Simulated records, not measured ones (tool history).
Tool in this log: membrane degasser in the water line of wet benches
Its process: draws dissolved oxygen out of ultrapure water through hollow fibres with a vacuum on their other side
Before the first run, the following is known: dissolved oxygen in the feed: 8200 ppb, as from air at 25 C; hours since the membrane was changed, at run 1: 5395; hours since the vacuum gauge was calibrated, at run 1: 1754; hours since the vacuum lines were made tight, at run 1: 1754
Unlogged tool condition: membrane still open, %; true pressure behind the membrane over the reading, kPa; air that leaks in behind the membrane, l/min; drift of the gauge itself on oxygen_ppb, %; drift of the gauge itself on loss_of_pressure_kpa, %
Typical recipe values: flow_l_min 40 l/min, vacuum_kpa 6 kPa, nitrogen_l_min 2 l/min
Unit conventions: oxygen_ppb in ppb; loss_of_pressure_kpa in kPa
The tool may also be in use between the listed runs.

run	hour	flow_l_min	vacuum_kpa	nitrogen_l_min	hours since the membrane was changed	hours since the vacuum gauge was calibrated	hours since the vacuum lines were made tight	oxygen_ppb	loss_of_pressure_kpa
1	0	40	6	2	5395	1754	1754	190.4	54.5
2	161.1	40	3.95	2	5556	1915	1915	99.7	54.54
3	308.6	40	6	2	5704	2063	2063	188.4	54.13
4	434.2	40	6	2	5829	2189	2189	191.4	54.83
5	571.6	34	6	2	5967	2326	2326	154.5	46.34
6	653.7	34	6	2	6049	2408	2408	161.6	46.33
7	810.1	40	6	2	6205	2565	2565	194.5	55
8	932.3	40	6	2	6327	2687	2687	191.3	54.67
9	1095.4	40	6	2	6490	2850	2850	197.6	54.57
10	1198.6	57	6.32	2	6594	2953	2953	312.2	77.9
11	1319.4	40	4.3	2.25	6714	3074	3074	113.8	55.05

Expected results for the next run?
12	1458.5	40	4.3	2.25	6853	3213	3213	?	?

{"run 12": {"oxygen_ppb": 115.8, "loss_of_pressure_kpa": 54.84}}
Had the tool carried no hidden state, the very same run would have given oxygen_ppb 92 ppb, loss_of_pressure_kpa 52.6 kPa.
